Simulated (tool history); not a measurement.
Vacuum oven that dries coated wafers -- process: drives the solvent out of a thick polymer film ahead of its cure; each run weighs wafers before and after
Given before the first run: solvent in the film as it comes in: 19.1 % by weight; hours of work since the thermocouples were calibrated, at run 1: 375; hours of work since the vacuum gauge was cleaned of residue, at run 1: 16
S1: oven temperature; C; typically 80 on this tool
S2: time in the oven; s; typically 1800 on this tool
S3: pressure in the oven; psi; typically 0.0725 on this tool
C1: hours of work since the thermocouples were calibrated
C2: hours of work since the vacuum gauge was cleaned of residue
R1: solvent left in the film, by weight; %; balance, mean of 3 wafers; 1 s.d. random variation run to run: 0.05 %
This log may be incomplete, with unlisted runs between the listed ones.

| run | hour | S1 | S2 | S3 | C1 | C2 | R1 |
|---|---|---|---|---|---|---|---|
| 1 | 0.0 | 80 | 1800 | 0.0725 | 375 | 16 | 0.68 |
| 2 | 40.0 | 80 | 1800 | 0.0725 | 397 | 38 | 0.73 |
| 3 | 84.1 | 80 | 1800 | 0.0725 | 421 | 62 | 0.74 |
| 4 | 102.0 | 80 | 1800 | 0.0725 | 431 | 72 | 0.68 |
| 5 | 122.9 | 80 | 1800 | 0.0725 | 443 | 84 | 0.63 |
| 6 | 146.2 | 80 | 3240 | 0.0725 | 455 | 96 | 0.23 |
| 7 | 169.3 | 80 | 3240 | 0.0725 | 468 | 109 | 0.26 |
| 8 | 195.3 | 80 | 3120 | 0.0725 | 482 | 123 | 0.19 |
| 9 | 230.7 | 80 | 1800 | 0.0725 | 502 | 143 | 0.78 |
| 10 | 255.7 | 80 | 1800 | 0.0725 | 515 | 156 | 0.68 |
| 11 | 297.9 | 80 | 1800 | 0.0725 | 539 | 179 | 0.77 |
| 12 | 330.5 | 80 | 2580 | 0.0725 | 556 | 197 | 0.29 |
| 13 | 367.7 | 79 | 2580 | 0.0725 | 577 | 218 | 0.32 |
| 14 | 408.2 | 80 | 1800 | 0.0920 | 599 | 240 | 0.72 |
| 15 | 428.5 | 69 | 2100 | 0.0664 | 610 | 251 | 2.10 |
| 16 | 467.1 | 82 | 2100 | 0.0664 | 631 | 272 | 0.29 |
| 17 | 493.6 | 66 | 1800 | 0.0725 | 646 | 287 | 3.64 |
| 18 | 525.3 | 78 | 1800 | 0.2702 | 663 | 304 | 1.46 |
| 19 | 557.3 | 67 | 2700 | 0.2353 | 681 | 321 | 2.41 |
| 20 | 600.3 | 89 | 1080 | 0.1044 | 704 | 345 | 0.75 |
| 21 | 638.9 | 90 | 3180 | 0.0595 | 725 | 366 | 0.10 |
| 22 | 666.5 | 80 | 1620 | 0.0553 | 741 | 381 | 0.80 |
| 23 | 700.1 | 83 | 1620 | 0.0553 | 759 | 400 | 0.55 |

Run 24 is up next; what results do you expect?
| 24 | 734.1 | 94 | 1200 | 0.1033 | 778 | 418 | ? |

{"run 24": {"R1": 0.27}}
Minus the tool's unlogged condition, the same run would have read R1 0.26 %.
